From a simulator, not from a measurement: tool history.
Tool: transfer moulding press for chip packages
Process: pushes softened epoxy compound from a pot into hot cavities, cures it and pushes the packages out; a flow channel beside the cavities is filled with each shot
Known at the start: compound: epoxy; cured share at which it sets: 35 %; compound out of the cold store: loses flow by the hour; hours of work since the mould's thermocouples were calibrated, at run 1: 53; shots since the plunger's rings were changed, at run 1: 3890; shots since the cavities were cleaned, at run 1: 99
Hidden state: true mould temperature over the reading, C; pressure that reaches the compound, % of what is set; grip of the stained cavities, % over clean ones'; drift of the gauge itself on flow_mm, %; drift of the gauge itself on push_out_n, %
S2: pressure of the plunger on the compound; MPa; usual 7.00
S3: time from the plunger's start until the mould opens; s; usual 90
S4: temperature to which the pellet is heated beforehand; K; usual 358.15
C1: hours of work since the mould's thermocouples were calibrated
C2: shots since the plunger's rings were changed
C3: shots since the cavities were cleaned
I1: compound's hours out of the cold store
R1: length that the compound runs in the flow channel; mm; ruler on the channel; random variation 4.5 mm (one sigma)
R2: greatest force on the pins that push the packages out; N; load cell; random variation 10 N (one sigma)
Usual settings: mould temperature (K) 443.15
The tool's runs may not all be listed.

{"run": 1, "hour": 0.0, "mould temperature (K)": 443.15, "S2": 7.0, "S3": 90, "S4": 358.15, "C1": 53, "C2": 3890, "C3": 99, "I1": 44.9, "R1": 825, "R2": 468}
{"hour": 8.6, "done": "plunger's sealing rings changed"}
{"run": 2, "hour": 9.5, "mould temperature (K)": 443.15, "S2": 6.59, "S3": 90, "S4": 358.15, "C1": 57, "C2": 9, "C3": 168, "I1": 12.2, "R1": 871, "R2": 508}
{"run": 3, "hour": 17.3, "mould temperature (K)": 443.15, "S2": 6.59, "S3": 90, "S4": 358.15, "C1": 61, "C2": 85, "C3": 244, "I1": 22.1, "R1": 855, "R2": 489}
{"run": 4, "hour": 21.8, "mould temperature (K)": 443.15, "S2": 6.59, "S3": 90, "S4": 358.15, "C1": 63, "C2": 129, "C3": 288, "I1": 31.4, "R1": 829, "R2": 459}
{"run": 5, "hour": 29.6, "mould temperature (K)": 443.15, "S2": 6.59, "S3": 72, "S4": 358.15, "C1": 67, "C2": 205, "C3": 364, "I1": 46.3, "R1": 791, "R2": 814}
{"run": 6, "hour": 38.2, "mould temperature (K)": 443.15, "S2": 6.59, "S3": 72, "S4": 355.15, "C1": 71, "C2": 290, "C3": 449, "I1": 18.8, "R1": 867, "R2": 896}
{"run": 7, "hour": 46.7, "mould temperature (K)": 443.15, "S2": 7.45, "S3": 90, "S4": 358.15, "C1": 75, "C2": 372, "C3": 531, "I1": 42.1, "R1": 863, "R2": 486}
{"run": 8, "hour": 54.5, "mould temperature (K)": 443.15, "S2": 7.0, "S3": 90, "S4": 358.15, "C1": 79, "C2": 449, "C3": 608, "I1": 25.5, "R1": 880, "R2": 483}
{"run": 9, "hour": 59.4, "mould temperature (K)": 443.15, "S2": 7.0, "S3": 90, "S4": 358.15, "C1": 82, "C2": 497, "C3": 656, "I1": 18.4, "R1": 890, "R2": 495}
{"hour": 67.5, "done": "cavities cleaned with cleaning compound and waxed"}
{"run": 10, "hour": 67.5, "mould temperature (K)": 443.15, "S2": 7.0, "S3": 85, "S4": 358.15, "C1": 85, "C2": 562, "C3": 1, "I1": 36.1, "R1": 843, "R2": 504}
{"run": 11, "hour": 73.6, "mould temperature (K)": 443.15, "S2": 7.0, "S3": 85, "S4": 358.15, "C1": 88, "C2": 621, "C3": 60, "I1": 12.5, "R1": 899, "R2": 561}
{"run": 12, "hour": 82.7, "mould temperature (K)": 443.15, "S2": 7.0, "S3": 85, "S4": 358.15, "C1": 92, "C2": 710, "C3": 149, "I1": 19.5, "R1": 889, "R2": 561}
{"run": 13, "hour": 88.6, "mould temperature (K)": 443.15, "S2": 7.0, "S3": 85, "S4": 358.15, "C1": 95, "C2": 768, "C3": 207, "I1": 17.8, "R1": 894, "R2": 536}
{"run": 14, "hour": 96.0, "mould temperature (K)": 443.15, "S2": 7.0, "S3": 85, "S4": 358.15, "C1": 99, "C2": 840, "C3": 279, "I1": 12.6, "R1": 902, "R2": 570}
{"run": 15, "hour": 104.2, "mould temperature (K)": 443.15, "S2": 7.0, "S3": 85, "S4": 358.15, "C1": 103, "C2": 920, "C3": 359, "I1": 37.3, "R1": 833, "R2": 537}
{"run": 16, "hour": 109.2, "mould temperature (K)": 436.15, "S2": 7.03, "S3": 90, "S4": 349.15, "C1": 105, "C2": 970, "C3": 409, "I1": 39.1, "R1": 864, "R2": 834}
{"run": 17, "hour": 118.2, "mould temperature (K)": 436.15, "S2": 7.0, "S3": 73, "S4": 358.15, "C1": 110, "C2": 1057, "C3": 496, "I1": 42.9, "R1": 849, "R2": 1178}
{"run": 18, "hour": 123.0, "mould temperature (K)": 443.15, "S2": 7.0, "S3": 93, "S4": 354.15, "C1": 112, "C2": 1104, "C3": 543, "I1": 34.5, "R1": 849, "R2": 445}
{"run": 19, "hour": 130.7, "mould temperature (K)": 439.15, "S2": 7.0, "S3": 93, "S4": 358.15, "C1": 116, "C2": 1180, "C3": 619, "I1": 35.4, "R1": 861, "R2": 585}

The next listed run, before its measurement:
{"run": 20, "hour": 137.1, "mould temperature (K)": 444.15, "S2": 6.99, "S3": 84, "S4": 353.15, "C1": 119, "C2": 1243, "C3": 682, "I1": 38.9, "R1": "?", "R2": "?"}

{"run 20": {"R1": 831, "R2": 503}}
Without the tool's hidden state the same run would have given R1 831 mm, R2 495 N.

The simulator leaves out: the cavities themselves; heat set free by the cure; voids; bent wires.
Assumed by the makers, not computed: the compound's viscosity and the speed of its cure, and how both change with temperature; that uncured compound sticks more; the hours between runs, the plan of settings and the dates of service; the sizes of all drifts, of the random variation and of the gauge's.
